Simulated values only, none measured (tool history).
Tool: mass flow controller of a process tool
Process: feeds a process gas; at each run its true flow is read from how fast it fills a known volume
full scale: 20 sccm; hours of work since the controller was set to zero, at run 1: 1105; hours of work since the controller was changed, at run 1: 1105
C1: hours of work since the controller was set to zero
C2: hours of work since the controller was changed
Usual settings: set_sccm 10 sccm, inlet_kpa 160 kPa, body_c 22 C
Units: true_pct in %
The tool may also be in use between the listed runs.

{"run": 1, "day": 0.0, "set_sccm": 10, "inlet_kpa": 160, "body_c": 22, "C1": 1105, "C2": 1105, "true_pct": 99.02}
{"run": 2, "day": 5.817, "set_sccm": 10, "inlet_kpa": 160, "body_c": 22, "C1": 1210, "C2": 1210, "true_pct": 98.89}
{"run": 3, "day": 15.788, "set_sccm": 10, "inlet_kpa": 160, "body_c": 22, "C1": 1391, "C2": 1391, "true_pct": 98.84}
{"run": 4, "day": 23.321, "set_sccm": 10, "inlet_kpa": 160, "body_c": 30, "C1": 1528, "C2": 1528, "true_pct": 99.49}
{"run": 5, "day": 32.517, "set_sccm": 10, "inlet_kpa": 160, "body_c": 30, "C1": 1695, "C2": 1695, "true_pct": 99.35}
{"run": 6, "day": 38.692, "set_sccm": 10, "inlet_kpa": 160, "body_c": 30, "C1": 1807, "C2": 1807, "true_pct": 99.4}
{"run": 7, "day": 50.433, "set_sccm": 10, "inlet_kpa": 160, "body_c": 30, "C1": 2020, "C2": 2020, "true_pct": 99.29}
{"run": 8, "day": 62.404, "set_sccm": 10, "inlet_kpa": 250, "body_c": 22, "C1": 2238, "C2": 2238, "true_pct": 98.3}
{"run": 9, "day": 71.283, "set_sccm": 10, "inlet_kpa": 250, "body_c": 22, "C1": 2399, "C2": 2399, "true_pct": 98.17}
{"run": 10, "day": 83.658, "set_sccm": 10, "inlet_kpa": 250, "body_c": 22, "C1": 2623, "C2": 2623, "true_pct": 97.94}
{"run": 11, "day": 94.888, "set_sccm": 10, "inlet_kpa": 250, "body_c": 22, "C1": 2827, "C2": 2827, "true_pct": 97.89}
{"run": 12, "day": 102.883, "set_sccm": 3, "inlet_kpa": 160, "body_c": 22, "C1": 2972, "C2": 2972, "true_pct": 95.11}
{"run": 13, "day": 115.354, "set_sccm": 3, "inlet_kpa": 160, "body_c": 22, "C1": 3199, "C2": 3199, "true_pct": 94.85}
{"run": 14, "day": 128.792, "set_sccm": 10, "inlet_kpa": 160, "body_c": 22, "C1": 3443, "C2": 3443, "true_pct": 97.78}
{"run": 15, "day": 136.521, "set_sccm": 10, "inlet_kpa": 160, "body_c": 22, "C1": 3583, "C2": 3583, "true_pct": 97.77}
{"run": 16, "day": 142.754, "set_sccm": 10, "inlet_kpa": 160, "body_c": 22, "C1": 3696, "C2": 3696, "true_pct": 97.7}
{"run": 17, "day": 154.021, "set_sccm": 9, "inlet_kpa": 160, "body_c": 22, "C1": 3901, "C2": 3901, "true_pct": 97.32}
{"run": 18, "day": 161.15, "set_sccm": 10, "inlet_kpa": 249, "body_c": 22, "C1": 4030, "C2": 4030, "true_pct": 97.19}
{"run": 19, "day": 173.712, "set_sccm": 10, "inlet_kpa": 249, "body_c": 22, "C1": 4258, "C2": 4258, "true_pct": 97.15}
{"run": 20, "day": 184.112, "set_sccm": 10, "inlet_kpa": 249, "body_c": 22, "C1": 4447, "C2": 4447, "true_pct": 97.18}
{"run": 21, "day": 190.742, "set_sccm": 10, "inlet_kpa": 249, "body_c": 22, "C1": 4567, "C2": 4567, "true_pct": 97.09}
{"run": 22, "day": 200.379, "set_sccm": 10, "inlet_kpa": 249, "body_c": 34, "C1": 4742, "C2": 4742, "true_pct": 98.15}
{"run": 23, "day": 209.388, "set_sccm": 10, "inlet_kpa": 249, "body_c": 34, "C1": 4905, "C2": 4905, "true_pct": 97.99}
{"run": 24, "day": 220.304, "set_sccm": 10, "inlet_kpa": 160, "body_c": 22, "C1": 5104, "C2": 5104, "true_pct": 97.09}
{"run": 25, "day": 232.246, "set_sccm": 9, "inlet_kpa": 205, "body_c": 22, "C1": 5320, "C2": 5320, "true_pct": 96.56}
{"run": 26, "day": 241.096, "set_sccm": 9, "inlet_kpa": 205, "body_c": 24, "C1": 5481, "C2": 5481, "true_pct": 96.59}
{"run": 27, "day": 250.221, "set_sccm": 9, "inlet_kpa": 205, "body_c": 24, "C1": 5647, "C2": 5647, "true_pct": 96.56}
{"run": 28, "day": 259.442, "set_sccm": 10, "inlet_kpa": 191, "body_c": 23, "C1": 5814, "C2": 5814, "true_pct": 96.69}
{"run": 29, "day": 268.558, "set_sccm": 10, "inlet_kpa": 191, "body_c": 23, "C1": 5980, "C2": 5980, "true_pct": 96.69}
{"day": 275.529, "done": "controller's zero set anew"}
{"run": 30, "day": 280.658, "set_sccm": 8, "inlet_kpa": 240, "body_c": 29, "C1": 93, "C2": 6199, "true_pct": 99.15}
{"run": 31, "day": 287.975, "set_sccm": 10, "inlet_kpa": 162, "body_c": 22, "C1": 226, "C2": 6332, "true_pct": 98.62}
{"run": 32, "day": 297.629, "set_sccm": 10, "inlet_kpa": 162, "body_c": 22, "C1": 401, "C2": 6507, "true_pct": 98.5}
{"run": 33, "day": 308.254, "set_sccm": 10, "inlet_kpa": 162, "body_c": 22, "C1": 594, "C2": 6700, "true_pct": 98.52}
{"run": 34, "day": 314.012, "set_sccm": 15, "inlet_kpa": 141, "body_c": 30, "C1": 698, "C2": 6804, "true_pct": 99.49}
{"run": 35, "day": 320.438, "set_sccm": 5, "inlet_kpa": 278, "body_c": 26, "C1": 815, "C2": 6921, "true_pct": 98}
{"run": 36, "day": 328.767, "set_sccm": 3, "inlet_kpa": 269, "body_c": 30, "C1": 966, "C2": 7072, "true_pct": 97.63}
{"run": 37, "day": 336.471, "set_sccm": 3, "inlet_kpa": 269, "body_c": 30, "C1": 1106, "C2": 7212, "true_pct": 97.38}
{"run": 38, "day": 345.358, "set_sccm": 7, "inlet_kpa": 229, "body_c": 22, "C1": 1268, "C2": 7373, "true_pct": 97.69}
{"run": 39, "day": 351.746, "set_sccm": 5, "inlet_kpa": 229, "body_c": 22, "C1": 1383, "C2": 7489, "true_pct": 97.2}
{"run": 40, "day": 357.942, "set_sccm": 10, "inlet_kpa": 202, "body_c": 22, "C1": 1496, "C2": 7602, "true_pct": 98.04}
{"run": 41, "day": 368.854, "set_sccm": 10, "inlet_kpa": 160, "body_c": 24, "C1": 1694, "C2": 7800, "true_pct": 98.05}
{"run": 42, "day": 376.817, "set_sccm": 10, "inlet_kpa": 160, "body_c": 24, "C1": 1839, "C2": 7944, "true_pct": 98.03}
{"run": 43, "day": 387.779, "set_sccm": 14, "inlet_kpa": 250, "body_c": 24, "C1": 2038, "C2": 8143, "true_pct": 98.15}
{"run": 44, "day": 400.038, "set_sccm": 3, "inlet_kpa": 180, "body_c": 24, "C1": 2260, "C2": 8366, "true_pct": 95.46}
{"run": 45, "day": 409.796, "set_sccm": 4, "inlet_kpa": 160, "body_c": 33, "C1": 2437, "C2": 8543, "true_pct": 96.77}
{"run": 46, "day": 415.642, "set_sccm": 4, "inlet_kpa": 160, "body_c": 33, "C1": 2543, "C2": 8649, "true_pct": 96.83}
{"run": 47, "day": 425.446, "set_sccm": 9, "inlet_kpa": 216, "body_c": 21, "C1": 2721, "C2": 8827, "true_pct": 97.06}

Forecast each of these 5 alternatives for the next run:
{"run": "A", "day": 436.017, "set_sccm": 5, "inlet_kpa": 212, "body_c": 22, "C1": 2913, "C2": 9019, "true_pct": "?"}
{"run": "B", "day": 436.017, "set_sccm": 5, "inlet_kpa": 274, "body_c": 22, "C1": 2913, "C2": 9019, "true_pct": "?"}
{"run": "C", "day": 436.017, "set_sccm": 12, "inlet_kpa": 216, "body_c": 22, "C1": 2913, "C2": 9019, "true_pct": "?"}
{"run": "D", "day": 436.017, "set_sccm": 9, "inlet_kpa": 225, "body_c": 21, "C1": 2913, "C2": 9019, "true_pct": "?"}
{"run": "E", "day": 436.017, "set_sccm": 10, "inlet_kpa": 254, "body_c": 22, "C1": 2913, "C2": 9019, "true_pct": "?"}

run=A true_pct=95.93
run=B true_pct=95.64
run=C true_pct=97.48
run=D true_pct=97.01
run=E true_pct=97.2
Without the tool's hidden state the same runs would have given:
run=A true_pct=99.28
run=B true_pct=99
run=C true_pct=99.46
run=D true_pct=99.31
run=E true_pct=99.37
